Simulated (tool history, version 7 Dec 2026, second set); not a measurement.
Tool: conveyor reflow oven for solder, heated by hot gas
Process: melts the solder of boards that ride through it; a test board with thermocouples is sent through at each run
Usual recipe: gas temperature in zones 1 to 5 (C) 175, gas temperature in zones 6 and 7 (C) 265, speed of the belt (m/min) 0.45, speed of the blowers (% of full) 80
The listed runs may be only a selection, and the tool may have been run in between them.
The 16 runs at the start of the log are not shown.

run   hour  gas temperature in zones 1 to 5 (C)  gas temperature in zones 6 and 7 (C)  speed of the belt (m/min)  speed of the blowers (% of full)  hours of work since the flux was cleaned out  hours of work since the belt drive was overhauled  hours of work since the thermocouples were changed  highest temperature of the board (C)  time above the solder's melting point (s)
 17  149.2                                  190                                   260                       0.45                                80                                           109                                                429                                                 394                                 251.6                                       67.4
 18  156.5                                  175                                   265                      0.467                                80                                           114                                                434                                                 399                                 253.3                                       59.5
 19  164.4                                  175                                   265                      0.467                                80                                           120                                                440                                                 405                                   253                                       59.4
 20  170.5                                  185                                   271                      0.402                                56                                           124                                                445                                                 410                                 259.5                                       78.2
 21    178                                  169                                   279                      0.498                                80                                           129                                                450                                                 415                                 262.8                                       58.9
 22  190.7                                  175                                   279                      0.452                                52                                           139                                                459                                                 424                                   261                                       65.6
 23  202.4                                  170                                   269                      0.368                                52                                           147                                                468                                                 433                                 258.2                                       77.5
 24  210.6                                  189                                   265                        0.5                                80                                           153                                                474                                                 439                                 252.9                                       60.7
 25  218.5                                  189                                   265                        0.5                                80                                           159                                                479                                                 444                                 253.3                                       60.4
 26  228.7                                  175                                   265                      0.478                                69                                           166                                                487                                                 452                                 250.4                                       56.1
 27  234.6                                  175                                   265                      0.379                                80                                           171                                                491                                                 456                                 257.6                                       78.9
 28  241.1                                  182                                   278                       0.45                                81                                           175                                                496                                                 461                                 266.8                                       71.9
 29  247.8                                  173                                   267                      0.405                                54                                           180                                                501                                                 466                                   254                                       68.5
 30  254.9                                  162                                   265                      0.393                                61                                           185                                                506                                                 471                                 252.5                                       66.2

Forecast each of these 4 alternatives for the next run:
  A  264.2                                  177                                   265                      0.393                                59                                           192                                                513                                                 478                                     ?                                          ?
  B  264.2                                  175                                   271                       0.45                                80                                           192                                                513                                                 478                                     ?                                          ?
  C  264.2                                  176                                   265                       0.45                                81                                           192                                                513                                                 478                                     ?                                          ?
  D  264.2                                  175                                   267                      0.393                                61                                           192                                                513                                                 478                                     ?                                          ?

run  highest temperature of the board (C)  time above the solder's melting point (s)
  A                                 254.4                                       73.4
  B                                 259.3                                       65.8
  C                                 254.3                                         63
  D                                 255.9                                         74
Take away the tool's hidden state, keep each run's random variation, and the runs would have read:
run  highest temperature of the board (C)  time above the solder's melting point (s)
  A                                 254.5                                       73.4
  B                                 259.4                                       65.9
  C                                 254.3                                         63
  D                                 255.9                                         74

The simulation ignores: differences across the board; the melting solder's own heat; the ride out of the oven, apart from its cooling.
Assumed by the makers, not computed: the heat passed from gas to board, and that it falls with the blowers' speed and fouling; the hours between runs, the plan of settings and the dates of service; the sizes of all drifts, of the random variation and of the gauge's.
